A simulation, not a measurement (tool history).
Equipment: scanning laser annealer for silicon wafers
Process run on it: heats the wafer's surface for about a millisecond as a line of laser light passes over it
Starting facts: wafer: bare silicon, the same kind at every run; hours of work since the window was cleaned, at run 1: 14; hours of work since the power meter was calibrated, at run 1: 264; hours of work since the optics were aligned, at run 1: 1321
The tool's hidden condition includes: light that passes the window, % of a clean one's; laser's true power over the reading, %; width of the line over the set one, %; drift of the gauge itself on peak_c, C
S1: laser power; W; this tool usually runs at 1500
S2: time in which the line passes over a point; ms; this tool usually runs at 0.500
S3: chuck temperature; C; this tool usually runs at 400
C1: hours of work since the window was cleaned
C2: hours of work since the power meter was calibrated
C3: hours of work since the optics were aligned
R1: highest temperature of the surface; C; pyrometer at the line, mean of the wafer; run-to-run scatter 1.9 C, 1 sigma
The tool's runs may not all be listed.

| run | day | S1 | S2 | S3 | C1 | C2 | C3 | R1 |
|---|---|---|---|---|---|---|---|---|
| 1 | 0.000 | 1500 | 0.500 | 400 | 14 | 264 | 1321 | 1200 |
| 2 | 1.475 | 1335 | 0.500 | 400 | 40 | 289 | 1346 | 1087 |
| 3 | 3.312 | 1500 | 0.500 | 433 | 71 | 320 | 1377 | 1224 |
| 4 | 4.500 | 1500 | 0.500 | 433 | 91 | 341 | 1397 | 1219 |
| 5 | 5.442 | 1500 | 0.500 | 433 | 107 | 357 | 1413 | 1221 |
| 6 | 7.404 | 1500 | 0.500 | 400 | 141 | 390 | 1447 | 1185 |
| 7 | 9.083 | 1500 | 0.500 | 400 | 169 | 419 | 1476 | 1180 |
| 8 | 10.892 | 1500 | 0.500 | 436 | 200 | 450 | 1506 | 1215 |
| 9 | 13.171 | 1500 | 0.500 | 436 | 239 | 489 | 1545 | 1206 |
| 10 | 14.375 | 1500 | 0.500 | 436 | 260 | 509 | 1566 | 1204 |
| 11 | 16.392 | 1500 | 0.500 | 436 | 294 | 544 | 1600 | 1206 |
| 12 | 18.271 | 1500 | 0.500 | 436 | 326 | 576 | 1632 | 1201 |
| 13 | 19.238 | 1500 | 0.500 | 400 | 343 | 592 | 1649 | 1165 |
| 14 | 20.442 | 1500 | 0.500 | 400 | 363 | 613 | 1669 | 1159 |
| 15 | 21.383 | 1500 | 0.500 | 400 | 379 | 629 | 1685 | 1160 |
| 16 | 23.358 | 1500 | 0.500 | 400 | 413 | 662 | 1719 | 1158 |
| 17 | 25.333 | 1500 | 0.500 | 400 | 447 | 696 | 1753 | 1155 |
| 18 | 27.142 | 1500 | 0.500 | 400 | 477 | 727 | 1784 | 1149 |
| 19 | 28.671 | 1500 | 0.500 | 400 | 503 | 753 | 1810 | 1146 |
|  | 28.992 | optics aligned, line set to its width |
| 20 | 30.167 | 1500 | 0.500 | 400 | 525 | 775 | 20 | 1150 |
|  | 31.646 | window over the wafer cleaned |
| 21 | 32.217 | 1500 | 0.500 | 400 | 10 | 809 | 54 | 1207 |
| 22 | 33.921 | 1500 | 0.500 | 393 | 39 | 838 | 83 | 1195 |
| 23 | 35.454 | 1605 | 0.420 | 400 | 65 | 864 | 109 | 1191 |
| 24 | 36.417 | 1605 | 0.420 | 400 | 81 | 880 | 125 | 1189 |
| 25 | 37.992 | 1546 | 0.370 | 411 | 108 | 907 | 152 | 1110 |
|  | 38.229 | laser's power meter calibrated |
| 26 | 40.200 | 1318 | 0.409 | 400 | 144 | 34 | 188 | 999 |
|  | 41.812 | laser's power meter calibrated, once more |
| 27 | 42.346 | 1486 | 0.459 | 400 | 178 | 9 | 222 | 1142 |
| 28 | 44.038 | 1500 | 0.446 | 400 | 207 | 38 | 251 | 1136 |
| 29 | 45.254 | 1608 | 0.415 | 390 | 228 | 59 | 272 | 1161 |
| 30 | 46.992 | 1637 | 0.415 | 439 | 258 | 88 | 301 | 1227 |
| 31 | 48.000 | 1637 | 0.415 | 439 | 275 | 106 | 319 | 1221 |
| 32 | 50.258 | 1637 | 0.415 | 439 | 313 | 144 | 357 | 1219 |
| 33 | 52.242 | 1500 | 0.500 | 373 | 347 | 178 | 391 | 1139 |
| 34 | 53.329 | 1500 | 0.500 | 403 | 366 | 196 | 409 | 1172 |
| 35 | 54.929 | 1500 | 0.500 | 403 | 393 | 224 | 437 | 1169 |
| 36 | 56.258 | 1500 | 0.500 | 403 | 416 | 246 | 459 | 1164 |
| 37 | 57.750 | 1448 | 0.511 | 375 | 441 | 272 | 485 | 1109 |
| 38 | 59.929 | 1448 | 0.511 | 375 | 478 | 309 | 522 | 1108 |
| 39 | 61.442 | 1448 | 0.511 | 375 | 504 | 335 | 548 | 1101 |
| 40 | 62.858 | 1313 | 0.500 | 380 | 528 | 359 | 572 | 1010 |

Some steps in R1, run to run, broken into two amounts with sign: the step expected even without the hidden condition (settings, incoming material, random variation), and the rest, left for the hidden condition together with whatever gauge scatter is not in both the measured and the hidden-condition-free result:
Run 1 -> 2: S1 1500 -> 1335. R1 -113 C: hidden state -1, all else -112.
Run 2 -> 3: S1 1335 -> 1500, S3 400 -> 433. R1 +137 C: hidden state -6, all else +143.
Run 19 -> 20: optics aligned, line set to its width. R1 +4 C: hidden state +7, all else -3.
Run 20 -> 21: window over the wafer cleaned. R1 +57 C: hidden state +54, all else +3.
Run 26 -> 27: S1 1318 -> 1486, S2 0.409 -> 0.459, laser's power meter calibrated, once more. R1 +143 C: hidden state -6, all else +149.
